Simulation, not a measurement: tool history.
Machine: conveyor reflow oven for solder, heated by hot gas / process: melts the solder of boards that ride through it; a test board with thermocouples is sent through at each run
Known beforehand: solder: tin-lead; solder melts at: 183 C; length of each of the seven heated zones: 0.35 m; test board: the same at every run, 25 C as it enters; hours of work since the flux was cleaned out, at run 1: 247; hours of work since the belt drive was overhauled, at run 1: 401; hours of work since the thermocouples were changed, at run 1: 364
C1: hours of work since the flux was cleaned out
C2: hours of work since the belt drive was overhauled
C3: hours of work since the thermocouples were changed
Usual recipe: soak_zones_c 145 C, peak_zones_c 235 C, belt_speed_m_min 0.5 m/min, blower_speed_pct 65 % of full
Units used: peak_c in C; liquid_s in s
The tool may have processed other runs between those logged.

run 1 hour=0 | soak_zones_c=145 peak_zones_c=235 belt_speed_m_min=0.5 blower_speed_pct=65 | C1=247 C2=401 C3=364 | peak_c=219.9 liquid_s=66.9
run 2 hour=24.5 | soak_zones_c=145 peak_zones_c=235 belt_speed_m_min=0.5 blower_speed_pct=50 | C1=263 C2=417 C3=380 | peak_c=216 liquid_s=64.5
run 3 hour=55.9 | soak_zones_c=142 peak_zones_c=235 belt_speed_m_min=0.5 blower_speed_pct=65 | C1=284 C2=438 C3=401 | peak_c=218.5 liquid_s=66.1
-- hour=62.8 flux residue cleaned out of gas plates and filters
run 4 hour=85.9 | soak_zones_c=145 peak_zones_c=229 belt_speed_m_min=0.5 blower_speed_pct=65 | C1=15 C2=454 C3=417 | peak_c=214 liquid_s=61.8
run 5 hour=100.4 | soak_zones_c=145 peak_zones_c=235 belt_speed_m_min=0.5 blower_speed_pct=86 | C1=25 C2=463 C3=427 | peak_c=220.8 liquid_s=70.1
run 6 hour=125.4 | soak_zones_c=155 peak_zones_c=249 belt_speed_m_min=0.525 blower_speed_pct=54 | C1=41 C2=480 C3=443 | peak_c=228.4 liquid_s=75.8
run 7 hour=149.7 | soak_zones_c=142 peak_zones_c=223 belt_speed_m_min=0.599 blower_speed_pct=88 | C1=57 C2=496 C3=459 | peak_c=205.8 liquid_s=41.7

Estimate the outcome of run 8 from the log above:
-- hour=179 flux residue cleaned out of gas plates and filters, once more
run 8 hour=179 | soak_zones_c=142 peak_zones_c=223 belt_speed_m_min=0.599 blower_speed_pct=88 | C1=0 C2=512 C3=475 | peak_c=? liquid_s=?

{"run 8": {"peak_c": 206.8, "liquid_s": 45.9}}
Minus the tool's unlogged condition, the same run would have read peak_c 204.8 C, liquid_s 43.4 s.
